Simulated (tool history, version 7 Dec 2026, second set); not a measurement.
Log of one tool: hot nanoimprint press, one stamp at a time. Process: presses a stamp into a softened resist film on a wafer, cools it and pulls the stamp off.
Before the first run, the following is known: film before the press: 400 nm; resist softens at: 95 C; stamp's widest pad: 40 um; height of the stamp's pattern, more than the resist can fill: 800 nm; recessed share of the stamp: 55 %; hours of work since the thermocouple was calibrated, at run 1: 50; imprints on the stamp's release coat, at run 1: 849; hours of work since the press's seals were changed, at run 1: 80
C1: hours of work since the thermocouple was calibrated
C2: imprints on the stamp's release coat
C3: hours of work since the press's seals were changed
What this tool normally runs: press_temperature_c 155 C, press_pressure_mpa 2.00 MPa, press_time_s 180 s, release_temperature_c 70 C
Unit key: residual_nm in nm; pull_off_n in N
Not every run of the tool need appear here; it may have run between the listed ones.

Run 1, hour 0.0: usual settings; C1 50; C2 849; C3 80. Result: residual_nm 212.4 nm, pull_off_n 200 N.
Run 2, hour 6.0: usual settings; C1 54; C2 862; C3 84. Result: residual_nm 206.5 nm, pull_off_n 210 N.
Run 3, hour 11.6: usual settings; C1 58; C2 874; C3 88. Result: residual_nm 209.6 nm, pull_off_n 204 N.
Run 4, hour 15.7: usual settings; C1 61; C2 884; C3 91. Result: residual_nm 213.1 nm, pull_off_n 203 N.
Run 5, hour 22.3: usual settings but release_temperature_c 58 C; C1 65; C2 898; C3 95. Result: residual_nm 212.0 nm, pull_off_n 278 N.
Run 6, hour 27.3: usual settings but release_temperature_c 58 C; C1 69; C2 910; C3 99. Result: residual_nm 211.3 nm, pull_off_n 278 N.
Run 7, hour 31.7: usual settings; C1 72; C2 920; C3 102. Result: residual_nm 211.2 nm, pull_off_n 211 N.
Run 8, hour 38.9: usual settings; C1 77; C2 936; C3 107. Result: residual_nm 211.0 nm, pull_off_n 200 N.
Run 9, hour 45.1: usual settings; C1 81; C2 950; C3 111. Result: residual_nm 211.0 nm, pull_off_n 203 N.
Run 10, hour 53.4: usual settings but press_temperature_c 164 C; C1 86; C2 968; C3 117. Result: residual_nm 141.3 nm, pull_off_n 211 N.
Run 11, hour 60.9: usual settings; C1 92; C2 985; C3 122. Result: residual_nm 208.7 nm, pull_off_n 209 N.
Run 12, hour 68.2: usual settings; C1 97; C2 1001; C3 127. Result: residual_nm 213.1 nm, pull_off_n 209 N.
At hour 78.3: stamp cleaned and given a new release coat.
Run 13, hour 81.8: usual settings; C1 102; C2 8; C3 132. Result: residual_nm 214.2 nm, pull_off_n 175 N.
Run 14, hour 86.4: usual settings; C1 105; C2 18; C3 135. Result: residual_nm 209.7 nm, pull_off_n 171 N.
Run 15, hour 92.4: usual settings; C1 109; C2 31; C3 139. Result: residual_nm 211.8 nm, pull_off_n 171 N.
Run 16, hour 101.2: usual settings but press_time_s 133 s; C1 115; C2 51; C3 145. Result: residual_nm 236.8 nm, pull_off_n 171 N.
Run 17, hour 108.1: usual settings but press_time_s 205 s; C1 120; C2 66; C3 150. Result: residual_nm 203.0 nm, pull_off_n 173 N.

Forecast run 18:
Run 18, hour 116.9: usual settings but press_temperature_c 145 C, press_pressure_mpa 1.53 MPa, press_time_s 235 s, release_temperature_c 63 C; C1 126; C2 86; C3 156. Result: residual_nm ?, pull_off_n ?.

{"run 18": {"residual_nm": 313.9, "pull_off_n": 207}}
Had the tool carried no hidden state, the very same run would have given residual_nm 309.1 nm, pull_off_n 200 N.
